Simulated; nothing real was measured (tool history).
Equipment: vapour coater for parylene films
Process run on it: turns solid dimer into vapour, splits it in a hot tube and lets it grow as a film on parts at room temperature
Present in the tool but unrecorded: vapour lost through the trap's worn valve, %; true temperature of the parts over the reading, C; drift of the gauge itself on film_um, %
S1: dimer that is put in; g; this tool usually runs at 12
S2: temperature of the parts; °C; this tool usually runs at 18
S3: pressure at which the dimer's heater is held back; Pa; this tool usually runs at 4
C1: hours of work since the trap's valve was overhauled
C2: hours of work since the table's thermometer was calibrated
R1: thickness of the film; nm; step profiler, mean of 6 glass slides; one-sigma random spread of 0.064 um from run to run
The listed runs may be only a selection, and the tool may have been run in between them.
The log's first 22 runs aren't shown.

Run 23, hour 904.2: usual settings but S1 7 g, S2 25 °C, S3 9.79 Pa; C1 231; C2 1328. Result: R1 2830 nm.
Run 24, hour 966.7: usual settings but S1 20 g, S2 15 °C; C1 260; C2 1357. Result: R1 14500 nm.
Run 25, hour 1022.8: usual settings but S1 20 g, S2 15 °C; C1 285; C2 1382. Result: R1 14430 nm.
Run 26, hour 1069.4: usual settings but S1 6 g, S2 15 °C; C1 307; C2 1404. Result: R1 4390 nm.
Run 27, hour 1133: usual settings but S1 6 g, S2 15 °C, S3 2.34 Pa; C1 336; C2 1433. Result: R1 4690 nm.
Run 28, hour 1186.4: usual settings but S1 6 g, S2 15 °C, S3 2.85 Pa; C1 360; C2 1457. Result: R1 4610 nm.
Run 29, hour 1217.6: usual settings but S2 12 °C, S3 2.12 Pa; C1 375; C2 1472. Result: R1 10790 nm.
Run 30, hour 1248.7: usual settings but S2 21 °C, S3 2.12 Pa; C1 389; C2 1486. Result: R1 7180 nm.
Run 31, hour 1298.3: usual settings but S2 21 °C, S3 2.12 Pa; C1 412; C2 1509. Result: R1 7100 nm.
Run 32, hour 1328.2: usual settings but S2 21 °C, S3 2.12 Pa; C1 425; C2 1522. Result: R1 6960 nm.
Run 33, hour 1368.4: usual settings but S1 11 g, S2 21 °C, S3 2.12 Pa; C1 444; C2 1541. Result: R1 6420 nm.
Run 34, hour 1419.7: usual settings but S1 11 g, S2 21 °C, S3 2.12 Pa; C1 467; C2 1564. Result: R1 6360 nm.
Run 35, hour 1454.8: usual settings but S1 11 g, S2 21 °C, S3 2.12 Pa; C1 483; C2 1580. Result: R1 6480 nm.

Below are 5 alternative next runs, each starting from the tool's condition after run 35. Predict each:
Run A, hour 1504.2: usual settings but S1 7 g, S2 28 °C; C1 506; C2 1603. Result: R1 ?.
Run B, hour 1504.2: usual settings but S1 14 g, S2 11 °C, S3 2.22 Pa; C1 506; C2 1603. Result: R1 ?.
Run C, hour 1504.2: usual settings but S1 9 g, S2 21 °C, S3 2.12 Pa; C1 506; C2 1603. Result: R1 ?.
Run D, hour 1504.2: usual settings but S1 11 g, S2 11 °C, S3 2.12 Pa; C1 506; C2 1603. Result: R1 ?.
Run E, hour 1504.2: usual settings but S1 11 g, S2 21 °C, S3 5.97 Pa; C1 506; C2 1603. Result: R1 ?.

run     R1
  A   2740
  B  13190
  C   5210
  D  10220
  E   5630
With no hidden state in the tool, these same runs would have given:
run     R1
  A   2800
  B  13450
  C   5320
  D  10430
  E   5740
